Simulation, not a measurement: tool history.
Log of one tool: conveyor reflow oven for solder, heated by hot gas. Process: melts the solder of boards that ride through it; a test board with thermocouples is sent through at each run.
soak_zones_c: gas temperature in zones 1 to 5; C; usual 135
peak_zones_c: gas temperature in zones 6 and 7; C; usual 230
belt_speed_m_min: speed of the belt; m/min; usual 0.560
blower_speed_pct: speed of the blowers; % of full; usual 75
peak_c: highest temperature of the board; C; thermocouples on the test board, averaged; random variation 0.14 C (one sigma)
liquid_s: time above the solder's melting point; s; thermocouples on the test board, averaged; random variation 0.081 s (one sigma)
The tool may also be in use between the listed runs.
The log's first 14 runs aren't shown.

run     day  soak_zones_c  peak_zones_c  belt_speed_m_min  blower_speed_pct  hours of work since the flux was cleaned out  hours of work since the belt drive was overhauled  hours of work since the thermocouples were changed  peak_c  liquid_s
 15  39.250           135           230             0.460                75                                           415                                                743                                                 593   221.4     74.59
     40.921  -- flux residue cleaned out of gas plates and filters
 16  41.704           135           230             0.460                75                                            13                                                781                                                 631   221.9     75.45
 17  44.779           147           232             0.460                75                                            66                                                834                                                 683   224.9     81.68
 18  48.208           147           232             0.460                75                                           124                                                892                                                 741   224.6     81.70
     49.021  -- belt drive overhauled, speed set with a stopwatch
 19  51.817           141           225             0.460                50                                           182                                                 48                                                 800   213.3     68.01
 20  54.554           123           230             0.560                75                                           229                                                 94                                                 847   215.2     51.25
 21  58.196           135           230             0.458                75                                           291                                                156                                                 908   221.0     74.00
 22  60.704           125           228             0.560                78                                           334                                                199                                                 951   213.6     50.73
 23  62.683           149           237             0.561                62                                           367                                                232                                                 985   222.1     64.24
     64.042  -- thermocouples of zones 6 and 7 changed
 24  65.858           120           237             0.561                53                                           420                                                285                                                  31   216.4     50.11
     67.154  -- flux residue cleaned out of gas plates and filters
 25  69.208           120           237             0.561                53                                            35                                                338                                                  84   217.2     51.05
 26  71.892           120           237             0.590                57                                            81                                                384                                                 130   216.5     47.80
 27  74.033           120           237             0.590                57                                           117                                                420                                                 166   216.4     47.64
 28  77.150           120           237             0.590                57                                           170                                                473                                                 219   216.1     47.43
 29  80.517           120           237             0.590                57                                           227                                                531                                                 277   215.8     47.41
 30  83.933           120           237             0.590                57                                           285                                                589                                                 335   215.9     47.30
 31  85.742           135           234             0.560                58                                           316                                                619                                                 365   217.7     56.37

Forecast each of these 3 alternatives for the next run:
  A  89.112           135           223             0.560                52                                           373                                                677                                                 423       ?         ?
  B  89.112           130           224             0.560                75                                           373                                                677                                                 423       ?         ?
  C  89.112           142           236             0.560                58                                           373                                                677                                                 423       ?         ?

run  peak_c  liquid_s
  A   206.3     45.83
  B   211.0     50.41
  C   220.3     60.93
Without the tool's hidden state the same runs would have given:
run  peak_c  liquid_s
  A   207.7     47.06
  B   212.6     51.61
  C   221.8     61.45

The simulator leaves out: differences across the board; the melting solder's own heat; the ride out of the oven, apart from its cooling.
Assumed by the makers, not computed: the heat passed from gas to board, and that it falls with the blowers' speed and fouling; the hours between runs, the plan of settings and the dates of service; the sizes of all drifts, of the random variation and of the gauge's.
